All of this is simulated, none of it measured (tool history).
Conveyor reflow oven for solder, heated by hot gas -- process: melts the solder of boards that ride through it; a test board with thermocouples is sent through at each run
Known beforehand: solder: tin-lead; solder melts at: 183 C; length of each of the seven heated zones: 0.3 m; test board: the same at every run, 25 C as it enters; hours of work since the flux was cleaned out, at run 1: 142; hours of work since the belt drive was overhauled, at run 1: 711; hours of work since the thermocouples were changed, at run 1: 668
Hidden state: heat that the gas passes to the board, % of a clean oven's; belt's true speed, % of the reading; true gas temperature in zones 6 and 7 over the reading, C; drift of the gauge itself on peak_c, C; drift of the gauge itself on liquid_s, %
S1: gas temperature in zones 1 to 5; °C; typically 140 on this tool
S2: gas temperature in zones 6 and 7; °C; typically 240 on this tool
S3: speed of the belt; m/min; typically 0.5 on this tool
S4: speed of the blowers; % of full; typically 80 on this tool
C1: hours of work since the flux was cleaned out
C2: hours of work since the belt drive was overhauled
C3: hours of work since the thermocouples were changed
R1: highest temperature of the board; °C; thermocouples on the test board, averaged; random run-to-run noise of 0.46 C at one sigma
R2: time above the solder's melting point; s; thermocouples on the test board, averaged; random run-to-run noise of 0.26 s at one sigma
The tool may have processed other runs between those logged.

run,hour,S1,S2,S3,S4,C1,C2,C3,R1,R2
1,0,140,240,0.5,80,142,711,668,225.3,60.5
2,44.1,140,240,0.5,80,163,733,690,224.3,60.8
# hour 62.9: flux residue cleaned out of gas plates and filters
3,105.6,140,240,0.5,80,21,761,718,224.2,59.5
4,140.4,140,240,0.486,80,38,778,735,226,62.2
5,182.6,140,240,0.486,80,59,799,756,224.6,61.7
# hour 244.8: flux residue cleaned out of gas plates and filters, once more
6,244.8,140,253,0.5,80,0,827,784,237.3,66.6
7,281.8,140,240,0.5,80,18,845,802,225.4,60.9
8,312.4,140,240,0.5,80,33,860,817,224.8,60.8
9,337.8,140,240,0.5,80,46,873,829,224.7,60.6
10,384.9,140,240,0.5,80,69,896,853,224.6,60.8
11,411.2,140,240,0.452,80,82,909,866,227.6,69.3
12,458.9,140,240,0.452,80,105,932,889,226.7,68.9
13,503.5,140,240,0.452,55,127,954,911,219.3,63
14,558.5,140,240,0.452,55,154,981,938,219.8,62.6
# hour 594.6: flux residue cleaned out of gas plates and filters
15,614.7,140,240,0.452,55,10,1006,963,219.9,63.4
16,644.6,130,234,0.553,69,25,1021,978,211.5,42.6
17,702.8,130,234,0.553,69,53,1050,1007,210.6,42.4
18,738.5,130,234,0.553,69,71,1067,1024,211.8,42.2
19,768.5,140,245,0.5,80,86,1082,1039,229.1,63.4
20,817,140,232,0.423,80,109,1106,1063,219.8,70
21,871.4,140,232,0.423,80,136,1133,1090,220.6,70
22,900.6,140,232,0.423,80,151,1147,1104,220.8,70.1
# hour 944.6: flux residue cleaned out of gas plates and filters
23,951.5,151,241,0.459,80,3,1170,1127,227.8,72.7

What does the tool deliver on the next run?
24,1005.1,149,241,0.459,82,30,1196,1153,?,?

R1: 228.7 °C
R2: 72.3 s
The same run, on a tool lacking any hidden state, would have yielded R1 232.7 °C, R2 73 s.
